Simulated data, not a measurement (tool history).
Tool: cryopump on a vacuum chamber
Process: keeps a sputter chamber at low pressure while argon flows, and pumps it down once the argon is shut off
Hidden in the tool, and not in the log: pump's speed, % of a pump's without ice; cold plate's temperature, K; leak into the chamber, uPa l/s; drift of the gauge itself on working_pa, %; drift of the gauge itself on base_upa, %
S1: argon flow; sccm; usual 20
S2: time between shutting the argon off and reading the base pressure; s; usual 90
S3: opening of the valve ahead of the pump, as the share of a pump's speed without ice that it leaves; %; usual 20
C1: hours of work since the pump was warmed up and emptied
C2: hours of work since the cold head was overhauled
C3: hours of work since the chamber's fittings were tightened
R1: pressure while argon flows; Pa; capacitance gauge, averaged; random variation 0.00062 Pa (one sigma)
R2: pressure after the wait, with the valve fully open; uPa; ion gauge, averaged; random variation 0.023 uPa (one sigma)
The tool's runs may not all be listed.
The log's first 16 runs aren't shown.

Run 17, hour 660.2: usual settings but S1 12 sccm, S2 57 s; C1 358; C2 358; C3 1035. Result: R1 0.0581 Pa, R2 2.17 uPa.
Run 18, hour 705.7: usual settings but S1 28 sccm, S2 275 s, S3 59 %; C1 380; C2 380; C3 1057. Result: R1 0.0537 Pa, R2 1.52 uPa.
At hour 739.2: pump warmed up, emptied and cooled again.
Run 19, hour 752.1: usual settings but S1 28 sccm, S2 275 s, S3 59 %; C1 6; C2 401; C3 1078. Result: R1 0.0448 Pa, R2 1.23 uPa.
Run 20, hour 795.3: usual settings but S1 28 sccm, S2 275 s, S3 59 %; C1 28; C2 422; C3 1099. Result: R1 0.0447 Pa, R2 1.23 uPa.
Run 21, hour 828.6: usual settings but S1 34 sccm, S2 117 s; C1 44; C2 438; C3 1116. Result: R1 0.1562 Pa, R2 1.48 uPa.
Run 22, hour 866.6: usual settings but S1 29 sccm, S3 54 %; C1 63; C2 457; C3 1134. Result: R1 0.0494 Pa, R2 1.64 uPa.
Run 23, hour 908.4: usual settings but S1 29 sccm, S2 58 s, S3 54 %; C1 84; C2 478; C3 1155. Result: R1 0.0507 Pa, R2 1.98 uPa.
Run 24, hour 947.9: usual settings but S1 36 sccm, S2 58 s, S3 54 %; C1 103; C2 497; C3 1175. Result: R1 0.0629 Pa, R2 1.97 uPa.
Run 25, hour 995: usual settings but S1 38 sccm, S2 295 s, S3 31 %; C1 126; C2 521; C3 1198. Result: R1 0.1154 Pa, R2 1.35 uPa.
Run 26, hour 1037.8: usual settings but S1 38 sccm, S2 295 s, S3 31 %; C1 147; C2 542; C3 1219. Result: R1 0.1166 Pa, R2 1.38 uPa.
Run 27, hour 1081.3: usual settings but S2 126 s; C1 169; C2 563; C3 1240. Result: R1 0.0923 Pa, R2 1.66 uPa.
Run 28, hour 1122.8: usual settings but S2 126 s; C1 189; C2 584; C3 1261. Result: R1 0.0939 Pa, R2 1.68 uPa.
Run 29, hour 1171.5: usual settings but S1 37 sccm, S2 121 s; C1 213; C2 608; C3 1285. Result: R1 0.1743 Pa, R2 1.72 uPa.
Run 30, hour 1219.7: usual settings but S1 10 sccm, S2 63 s, S3 21 %; C1 237; C2 631; C3 1309. Result: R1 0.0441 Pa, R2 2.18 uPa.
Run 31, hour 1261.1: usual settings but S1 12 sccm, S2 67 s; C1 258; C2 652; C3 1329. Result: R1 0.0573 Pa, R2 2.2 uPa.

3 ways to go on from here, each from the tool as it stands after run 31. What would each give?
Run A, hour 1303.3: usual settings but S1 12 sccm, S2 67 s; C1 279; C2 673; C3 1350. Result: R1 ?, R2 ?.
Run B, hour 1303.3: usual settings but S1 11 sccm, S2 158 s; C1 279; C2 673; C3 1350. Result: R1 ?, R2 ?.
Run C, hour 1303.3: usual settings but S1 9 sccm; C1 279; C2 673; C3 1350. Result: R1 ?, R2 ?.

run      R1    R2
  A  0.0571  2.21
  B  0.0514  1.82
  C  0.0436  2.09
Without the tool's hidden state the same runs would have given:
run      R1    R2
  A  0.0545  0.91
  B   0.049   0.5
  C  0.0417  0.75
